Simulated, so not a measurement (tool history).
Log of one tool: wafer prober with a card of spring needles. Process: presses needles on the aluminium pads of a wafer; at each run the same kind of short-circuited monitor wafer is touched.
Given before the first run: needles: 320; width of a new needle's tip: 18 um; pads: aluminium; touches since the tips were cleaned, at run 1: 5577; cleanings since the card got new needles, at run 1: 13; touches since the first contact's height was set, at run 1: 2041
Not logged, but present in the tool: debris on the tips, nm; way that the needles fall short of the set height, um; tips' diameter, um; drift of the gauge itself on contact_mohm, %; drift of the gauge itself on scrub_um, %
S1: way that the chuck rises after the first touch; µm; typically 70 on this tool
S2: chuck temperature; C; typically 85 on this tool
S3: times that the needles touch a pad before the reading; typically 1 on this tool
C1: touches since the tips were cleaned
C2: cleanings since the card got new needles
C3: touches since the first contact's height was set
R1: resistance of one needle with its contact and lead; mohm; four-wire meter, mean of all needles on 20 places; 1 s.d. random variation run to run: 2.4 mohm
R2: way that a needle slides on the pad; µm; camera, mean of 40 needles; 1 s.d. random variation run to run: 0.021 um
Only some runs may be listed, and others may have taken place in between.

Run 1, hour 0: usual settings; C1 5577; C2 13; C3 2041. Result: R1 317 mohm, R2 13.37 µm.
At hour 4.9: tips cleaned on abrasive film.
Run 2, hour 9: usual settings; C1 1460; C2 14; C3 5198. Result: R1 292 mohm, R2 13.32 µm.
Run 3, hour 19: usual settings; C1 5024; C2 14; C3 8762. Result: R1 313 mohm, R2 13.35 µm.
At hour 25.7: tips cleaned on abrasive film.
Run 4, hour 27.1: usual settings but S1 57 µm; C1 487; C2 15; C3 11592. Result: R1 292 mohm, R2 10.85 µm.
Run 5, hour 32: usual settings but S2 48 C; C1 2258; C2 15; C3 13363. Result: R1 288 mohm, R2 13.34 µm.
Run 6, hour 37.9: usual settings but S2 48 C; C1 4325; C2 15; C3 15430. Result: R1 298 mohm, R2 13.36 µm.
At hour 45.7: tips cleaned on abrasive film.
Run 7, hour 49.2: usual settings but S1 62 µm; C1 1239; C2 16; C3 19430. Result: R1 295 mohm, R2 11.81 µm.
Run 8, hour 58.1: usual settings but S2 52 C; C1 4398; C2 16; C3 22589. Result: R1 303 mohm, R2 13.32 µm.
At hour 66.2: tips cleaned on abrasive film.
Run 9, hour 69.2: usual settings but S2 52 C; C1 1076; C2 17; C3 26489. Result: R1 276 mohm, R2 13.32 µm.
Run 10, hour 76.1: usual settings but S2 52 C; C1 3554; C2 17; C3 28967. Result: R1 295 mohm, R2 13.31 µm.
Run 11, hour 82.2: usual settings; C1 5699; C2 17; C3 31112. Result: R1 316 mohm, R2 13.3 µm.
At hour 86.5: tips cleaned on abrasive film.
Run 12, hour 91.8: usual settings; C1 1867; C2 18; C3 34484. Result: R1 294 mohm, R2 13.32 µm.
Run 13, hour 102.7: usual settings but S2 92 C; C1 5769; C2 18; C3 38386. Result: R1 320 mohm, R2 13.36 µm.
At hour 107: tips cleaned on abrasive film.
Run 14, hour 108: usual settings but S2 62 C; C1 359; C2 19; C3 40222. Result: R1 273 mohm, R2 13.29 µm.
Run 15, hour 114.2: usual settings but S2 62 C; C1 2544; C2 19; C3 42407. Result: R1 295 mohm, R2 13.29 µm.
Run 16, hour 125.7: usual settings but S3 2; C1 6655; C2 19; C3 46518. Result: R1 304 mohm, R2 13.29 µm.
At hour 127.4: tips cleaned on abrasive film.
Run 17, hour 135.7: usual settings but S3 2; C1 2925; C2 20; C3 50018. Result: R1 292 mohm, R2 13.29 µm.
At hour 136.7: height of the first contact set anew.
Run 18, hour 144.6: usual settings but S1 81 µm, S2 58 C; C1 5988; C2 20; C3 2785. Result: R1 305 mohm, R2 15.35 µm.
At hour 147.8: tips cleaned on abrasive film.
Run 19, hour 150.8: usual settings but S1 72 µm, S2 36 C; C1 1047; C2 21; C3 4951. Result: R1 268 mohm, R2 13.62 µm.

Predict the results of run 20:
At hour 155.8: height of the first contact set anew, once more.
Run 20, hour 156.2: usual settings but S2 25 C, S3 2; C1 2879; C2 21; C3 164. Result: R1 ?, R2 ?.

R1: 271 mohm
R2: 13.3 µm
Minus the tool's unlogged condition, the same run would have read R1 253 mohm, R2 13.3 µm.

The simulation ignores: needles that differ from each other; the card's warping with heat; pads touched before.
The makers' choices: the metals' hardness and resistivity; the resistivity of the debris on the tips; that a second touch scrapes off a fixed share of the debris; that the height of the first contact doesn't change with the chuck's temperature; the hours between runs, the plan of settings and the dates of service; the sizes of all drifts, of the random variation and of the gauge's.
